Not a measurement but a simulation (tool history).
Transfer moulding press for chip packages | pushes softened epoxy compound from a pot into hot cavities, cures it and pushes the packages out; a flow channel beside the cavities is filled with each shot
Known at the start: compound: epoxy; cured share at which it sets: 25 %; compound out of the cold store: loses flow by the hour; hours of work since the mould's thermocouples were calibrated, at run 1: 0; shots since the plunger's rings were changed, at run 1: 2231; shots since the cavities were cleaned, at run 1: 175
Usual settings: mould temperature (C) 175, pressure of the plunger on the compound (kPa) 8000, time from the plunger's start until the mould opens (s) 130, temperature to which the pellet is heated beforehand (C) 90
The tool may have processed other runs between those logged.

| run | hour | mould temperature (C) | pressure of the plunger on the compound (kPa) | time from the plunger's start until the mould opens (s) | temperature to which the pellet is heated beforehand (C) | hours of work since the mould's thermocouples were calibrated | shots since the plunger's rings were changed | shots since the cavities were cleaned | incoming compound's hours out of the cold store | length that the compound runs in the flow channel (mm) | greatest force on the pins that push the packages out (N) |
|---|---|---|---|---|---|---|---|---|---|---|---|
| 1 | 0.0 | 175 | 8000 | 130 | 90 | 0 | 2231 | 175 | 23.8 | 901 | 504 |
| 2 | 43.4 | 175 | 8000 | 130 | 90 | 30 | 2668 | 612 | 21.4 | 907 | 659 |
|  | 66.5 | cavities cleaned with cleaning compound and waxed |
|  | 99.4 | plunger's sealing rings changed |
| 3 | 99.4 | 175 | 8000 | 130 | 90 | 66 | 0 | 307 | 33.6 | 923 | 562 |
|  | 152.1 | cavities cleaned with cleaning compound and waxed |
| 4 | 159.6 | 175 | 8000 | 130 | 90 | 106 | 592 | 76 | 36.8 | 892 | 456 |
| 5 | 225.0 | 175 | 8000 | 130 | 90 | 151 | 1252 | 736 | 45.8 | 840 | 686 |
|  | 235.2 | cavities cleaned with cleaning compound and waxed |
| 6 | 268.7 | 175 | 8000 | 130 | 90 | 180 | 1679 | 339 | 42.2 | 862 | 577 |
|  | 321.9 | cavities cleaned with cleaning compound and waxed |
| 7 | 324.9 | 175 | 8000 | 130 | 90 | 217 | 2230 | 30 | 41.1 | 843 | 454 |
| 8 | 354.7 | 175 | 8000 | 130 | 90 | 238 | 2531 | 331 | 27.0 | 893 | 565 |
| 9 | 384.4 | 175 | 8000 | 130 | 90 | 258 | 2831 | 631 | 13.4 | 937 | 712 |
|  | 406.8 | cavities cleaned with cleaning compound and waxed |
|  | 422.5 | plunger's sealing rings changed |
| 10 | 433.7 | 175 | 8000 | 130 | 90 | 289 | 113 | 246 | 28.0 | 944 | 546 |
| 11 | 478.6 | 175 | 8000 | 130 | 90 | 320 | 566 | 699 | 10.2 | 998 | 709 |
|  | 492.5 | cavities cleaned with cleaning compound and waxed |
| 12 | 543.9 | 175 | 8000 | 130 | 90 | 364 | 1210 | 518 | 42.1 | 859 | 632 |
|  | 562.5 | mould's thermocouples calibrated |
|  | 579.6 | cavities cleaned with cleaning compound and waxed |
| 13 | 580.6 | 181 | 8000 | 130 | 90 | 11 | 1545 | 10 | 15.4 | 943 | 354 |
| 14 | 641.5 | 175 | 8000 | 130 | 90 | 53 | 2160 | 625 | 42.4 | 841 | 624 |
|  | 665.2 | cavities cleaned with cleaning compound and waxed |
| 15 | 691.0 | 175 | 8000 | 130 | 90 | 86 | 2644 | 260 | 33.8 | 859 | 542 |
| 16 | 729.7 | 175 | 8000 | 130 | 90 | 113 | 3035 | 651 | 47.0 | 812 | 673 |
|  | 748.8 | plunger's sealing rings changed |
|  | 757.1 | cavities cleaned with cleaning compound and waxed |
| 17 | 768.7 | 170 | 7560 | 169 | 95 | 137 | 185 | 117 | 21.6 | 937 | 456 |
| 18 | 816.4 | 174 | 9150 | 125 | 92 | 170 | 667 | 599 | 20.4 | 1011 | 716 |
|  | 842.6 | cavities cleaned with cleaning compound and waxed |
| 19 | 883.0 | 174 | 9150 | 125 | 92 | 214 | 1324 | 408 | 8.9 | 1065 | 727 |
|  | 929.3 | cavities cleaned with cleaning compound and waxed |
| 20 | 948.3 | 179 | 8000 | 130 | 86 | 258 | 1968 | 192 | 47.9 | 814 | 478 |
| 21 | 995.1 | 175 | 7260 | 130 | 95 | 290 | 2440 | 664 | 43.0 | 792 | 674 |
|  | 1016.7 | cavities cleaned with cleaning compound and waxed |
| 22 | 1040.1 | 175 | 7840 | 143 | 94 | 320 | 2880 | 237 | 29.0 | 869 | 477 |
|  | 1073.1 | plunger's sealing rings changed |
| 23 | 1081.7 | 175 | 8000 | 138 | 90 | 347 | 87 | 631 | 33.4 | 902 | 623 |
|  | 1102.8 | cavities cleaned with cleaning compound and waxed |
|  | 1124.6 | mould's thermocouples calibrated |
| 24 | 1135.1 | 172 | 8000 | 142 | 94 | 7 | 590 | 305 | 18.3 | 969 | 569 |
|  | 1188.5 | cavities cleaned with cleaning compound and waxed |
| 25 | 1206.1 | 172 | 7130 | 125 | 81 | 55 | 1292 | 177 | 22.2 | 897 | 706 |
| 26 | 1241.7 | 176 | 7560 | 111 | 90 | 79 | 1651 | 536 | 11.2 | 947 | 850 |
|  | 1276.8 | cavities cleaned with cleaning compound and waxed |
| 27 | 1313.3 | 176 | 8000 | 130 | 84 | 128 | 2359 | 368 | 24.4 | 905 | 570 |

What differs in the tool's unlogged condition from the final listed run ahead of each entry between runs to the first listed run following it?
Between runs 2 and 3: cavities cleaned with cleaning compound and waxed (hour 66.5); plunger's sealing rings changed (hour 99.4)
  true mould temperature over the reading, C: 0.1 -> 0.06; pressure that reaches the compound, % of what is set: 89.13 -> 99.99; grip of the stained cavities, % over clean ones': 49.5 -> 28.6
  measured result minus the result with no hidden state, length that the compound runs in the flow channel (mm): -54 -> -1; greatest force on the pins that push the packages out (N): +217 -> +125
Between runs 3 and 4: cavities cleaned with cleaning compound and waxed (hour 152.1)
  true mould temperature over the reading, C: 0.06 -> 0.02; pressure that reaches the compound, % of what is set: 99.99 -> 97.85; grip of the stained cavities, % over clean ones': 28.6 -> 8.4
  measured result minus the result with no hidden state, length that the compound runs in the flow channel (mm): -1 -> -10; greatest force on the pins that push the packages out (N): +125 -> +35
Between runs 5 and 6: cavities cleaned with cleaning compound and waxed (hour 235.2)
  true mould temperature over the reading, C: -0.03 -> -0.06; pressure that reaches the compound, % of what is set: 95.33 -> 93.74; grip of the stained cavities, % over clean ones': 57.1 -> 34
  measured result minus the result with no hidden state, length that the compound runs in the flow channel (mm): -20 -> -28; greatest force on the pins that push the packages out (N): +248 -> +149
Between runs 6 and 7: cavities cleaned with cleaning compound and waxed (hour 321.9)
  true mould temperature over the reading, C: -0.06 -> -0.11; pressure that reaches the compound, % of what is set: 93.74 -> 91.66; grip of the stained cavities, % over clean ones': 34 -> 4.7
  measured result minus the result with no hidden state, length that the compound runs in the flow channel (mm): -28 -> -37; greatest force on the pins that push the packages out (N): +149 -> +23
Between runs 9 and 10: cavities cleaned with cleaning compound and waxed (hour 406.8); plunger's sealing rings changed (hour 422.5)
  true mould temperature over the reading, C: -0.15 -> -0.18; pressure that reaches the compound, % of what is set: 89.27 -> 99.36; grip of the stained cavities, % over clean ones': 51.8 -> 25.2
  measured result minus the result with no hidden state, length that the compound runs in the flow channel (mm): -54 -> -2; greatest force on the pins that push the packages out (N): +244 -> +113
Between runs 11 and 12: cavities cleaned with cleaning compound and waxed (hour 492.5)
  true mould temperature over the reading, C: -0.22 -> -0.27; pressure that reaches the compound, % of what is set: 97.62 -> 95.07; grip of the stained cavities, % over clean ones': 55.2 -> 46.7
  measured result minus the result with no hidden state, length that the compound runs in the flow channel (mm): -12 -> -22; greatest force on the pins that push the packages out (N): +256 -> +205
Between runs 12 and 13: mould's thermocouples calibrated (hour 562.5); cavities cleaned with cleaning compound and waxed (hour 579.6)
  true mould temperature over the reading, C: -0.27 -> 0.02; pressure that reaches the compound, % of what is set: 95.07 -> 93.88; grip of the stained cavities, % over clean ones': 46.7 -> 2.9
  measured result minus the result with no hidden state, length that the compound runs in the flow channel (mm): -22 -> -30; greatest force on the pins that push the packages out (N): +205 -> +10
Between runs 14 and 15: cavities cleaned with cleaning compound and waxed (hour 665.2)
  true mould temperature over the reading, C: -0.03 -> -0.06; pressure that reaches the compound, % of what is set: 91.47 -> 89.79; grip of the stained cavities, % over clean ones': 51.2 -> 29.5
  measured result minus the result with no hidden state, length that the compound runs in the flow channel (mm): -39 -> -47; greatest force on the pins that push the packages out (N): +213 -> +124
Between runs 16 and 17: plunger's sealing rings changed (hour 748.8); cavities cleaned with cleaning compound and waxed (hour 757.1)
  true mould temperature over the reading, C: -0.09 -> -0.12; pressure that reaches the compound, % of what is set: 88.26 -> 98.93; grip of the stained cavities, % over clean ones': 56.5 -> 13.6
  measured result minus the result with no hidden state, length that the compound runs in the flow channel (mm): -52 -> -5; greatest force on the pins that push the packages out (N): +243 -> +55
Between runs 18 and 19: cavities cleaned with cleaning compound and waxed (hour 842.6)
  true mould temperature over the reading, C: -0.16 -> -0.21; pressure that reaches the compound, % of what is set: 97.18 -> 94.68; grip of the stained cavities, % over clean ones': 49.1 -> 39.6
  measured result minus the result with no hidden state, length that the compound runs in the flow channel (mm): -14 -> -28; greatest force on the pins that push the packages out (N): +241 -> +212
Between runs 19 and 20: cavities cleaned with cleaning compound and waxed (hour 929.3)
  true mould temperature over the reading, C: -0.21 -> -0.26; pressure that reaches the compound, % of what is set: 94.68 -> 92.13; grip of the stained cavities, % over clean ones': 39.6 -> 22.7
  measured result minus the result with no hidden state, length that the compound runs in the flow channel (mm): -28 -> -34; greatest force on the pins that push the packages out (N): +212 -> +91
Between runs 21 and 22: cavities cleaned with cleaning compound and waxed (hour 1016.7)
  true mould temperature over the reading, C: -0.29 -> -0.32; pressure that reaches the compound, % of what is set: 90.38 -> 88.75; grip of the stained cavities, % over clean ones': 54.5 -> 26.9
  measured result minus the result with no hidden state, length that the compound runs in the flow channel (mm): -41 -> -52; greatest force on the pins that push the packages out (N): +241 -> +106
Between runs 22 and 23: plunger's sealing rings changed (hour 1073.1)
  true mould temperature over the reading, C: -0.32 -> -0.35; pressure that reaches the compound, % of what is set: 88.75 -> 99.42; grip of the stained cavities, % over clean ones': 26.9 -> 52.3
  measured result minus the result with no hidden state, length that the compound runs in the flow channel (mm): -52 -> -1; greatest force on the pins that push the packages out (N): +106 -> +218
Between runs 23 and 24: cavities cleaned with cleaning compound and waxed (hour 1102.8); mould's thermocouples calibrated (hour 1124.6)
  true mould temperature over the reading, C: -0.35 -> -0.1; pressure that reaches the compound, % of what is set: 99.42 -> 97.49; grip of the stained cavities, % over clean ones': 52.3 -> 31.6
  measured result minus the result with no hidden state, length that the compound runs in the flow channel (mm): -1 -> -12; greatest force on the pins that push the packages out (N): +218 -> +140
Between runs 24 and 25: cavities cleaned with cleaning compound and waxed (hour 1188.5)
  true mould temperature over the reading, C: -0.1 -> -0.15; pressure that reaches the compound, % of what is set: 97.49 -> 95; grip of the stained cavities, % over clean ones': 31.6 -> 21.6
  measured result minus the result with no hidden state, length that the compound runs in the flow channel (mm): -12 -> -23; greatest force on the pins that push the packages out (N): +140 -> +131
Between runs 26 and 27: cavities cleaned with cleaning compound and waxed (hour 1276.8)
  true mould temperature over the reading, C: -0.18 -> -0.23; pressure that reaches the compound, % of what is set: 93.76 -> 91.07; grip of the stained cavities, % over clean ones': 49.1 -> 36.3
  measured result minus the result with no hidden state, length that the compound runs in the flow channel (mm): -31 -> -43; greatest force on the pins that push the packages out (N): +286 -> +155
